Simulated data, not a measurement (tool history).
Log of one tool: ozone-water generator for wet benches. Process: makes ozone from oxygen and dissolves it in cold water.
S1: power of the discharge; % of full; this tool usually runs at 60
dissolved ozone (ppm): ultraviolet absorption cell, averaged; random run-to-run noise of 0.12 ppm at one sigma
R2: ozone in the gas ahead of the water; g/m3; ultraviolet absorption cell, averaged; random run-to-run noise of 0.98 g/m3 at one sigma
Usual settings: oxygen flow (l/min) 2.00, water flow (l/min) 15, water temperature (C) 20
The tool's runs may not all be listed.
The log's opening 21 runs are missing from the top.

run 22 day=24.029 | S1=62 oxygen_flow_(l/min)=2.00 water_flow_(l/min)=10 water_temperature_(C)=20 | dissolved_ozone_(ppm)=15.9 R2=167.6
run 23 day=24.725 | S1=69 oxygen_flow_(l/min)=2.30 water_flow_(l/min)=18 water_temperature_(C)=20 | dissolved_ozone_(ppm)=10.1 R2=167.8
run 24 day=25.742 | S1=60 oxygen_flow_(l/min)=1.14 water_flow_(l/min)=11 water_temperature_(C)=18 | dissolved_ozone_(ppm)=13.8 R2=230.0
run 25 day=26.654 | S1=60 oxygen_flow_(l/min)=1.14 water_flow_(l/min)=11 water_temperature_(C)=18 | dissolved_ozone_(ppm)=13.8 R2=230.3
run 26 day=28.179 | S1=54 oxygen_flow_(l/min)=2.00 water_flow_(l/min)=20 water_temperature_(C)=13 | dissolved_ozone_(ppm)=7.5 R2=147.3
run 27 day=29.196 | S1=54 oxygen_flow_(l/min)=2.76 water_flow_(l/min)=20 water_temperature_(C)=17 | dissolved_ozone_(ppm)=7.7 R2=120.7
run 28 day=30.188 | S1=54 oxygen_flow_(l/min)=1.00 water_flow_(l/min)=20 water_temperature_(C)=17 | dissolved_ozone_(ppm)=6.4 R2=229.4
run 29 day=31.067 | S1=60 oxygen_flow_(l/min)=2.83 water_flow_(l/min)=14 water_temperature_(C)=23 | dissolved_ozone_(ppm)=11.0 R2=130.9
run 30 day=32.233 | S1=57 oxygen_flow_(l/min)=2.00 water_flow_(l/min)=14 water_temperature_(C)=19 | dissolved_ozone_(ppm)=10.7 R2=155.8
run 31 day=33.258 | S1=93 oxygen_flow_(l/min)=2.00 water_flow_(l/min)=14 water_temperature_(C)=14 | dissolved_ozone_(ppm)=17.5 R2=239.5
run 32 day=34.225 | S1=60 oxygen_flow_(l/min)=1.26 water_flow_(l/min)=9 water_temperature_(C)=20 | dissolved_ozone_(ppm)=16.7 R2=217.2

Consider 5 possible next runs. They are alternatives, not a sequence: every one starts from the tool as it was left by run 32. What does each give?
run A day=35.050 | S1=98 oxygen_flow_(l/min)=1.26 water_flow_(l/min)=10 water_temperature_(C)=17 | dissolved_ozone_(ppm)=? R2=?
run B day=35.050 | S1=85 oxygen_flow_(l/min)=2.00 water_flow_(l/min)=15 water_temperature_(C)=25 | dissolved_ozone_(ppm)=? R2=?
run C day=35.050 | S1=60 oxygen_flow_(l/min)=1.26 water_flow_(l/min)=9 water_temperature_(C)=14 | dissolved_ozone_(ppm)=? R2=?
run D day=35.050 | S1=60 oxygen_flow_(l/min)=2.00 water_flow_(l/min)=19 water_temperature_(C)=20 | dissolved_ozone_(ppm)=? R2=?
run E day=35.050 | S1=51 oxygen_flow_(l/min)=2.46 water_flow_(l/min)=11 water_temperature_(C)=20 | dissolved_ozone_(ppm)=? R2=?

run=A dissolved_ozone_(ppm)=24.0 R2=336.1
run=B dissolved_ozone_(ppm)=13.4 R2=220.7
run=C dissolved_ozone_(ppm)=17.7 R2=217.2
run=D dissolved_ozone_(ppm)=7.9 R2=160.7
run=E dissolved_ozone_(ppm)=11.8 R2=122.7
Without the tool's hidden state the same runs would have given:
run=A dissolved_ozone_(ppm)=26.0 R2=359.9
run=B dissolved_ozone_(ppm)=14.5 R2=234.8
run=C dissolved_ozone_(ppm)=18.8 R2=227.2
run=D dissolved_ozone_(ppm)=8.4 R2=168.2
run=E dissolved_ozone_(ppm)=12.4 R2=127.3
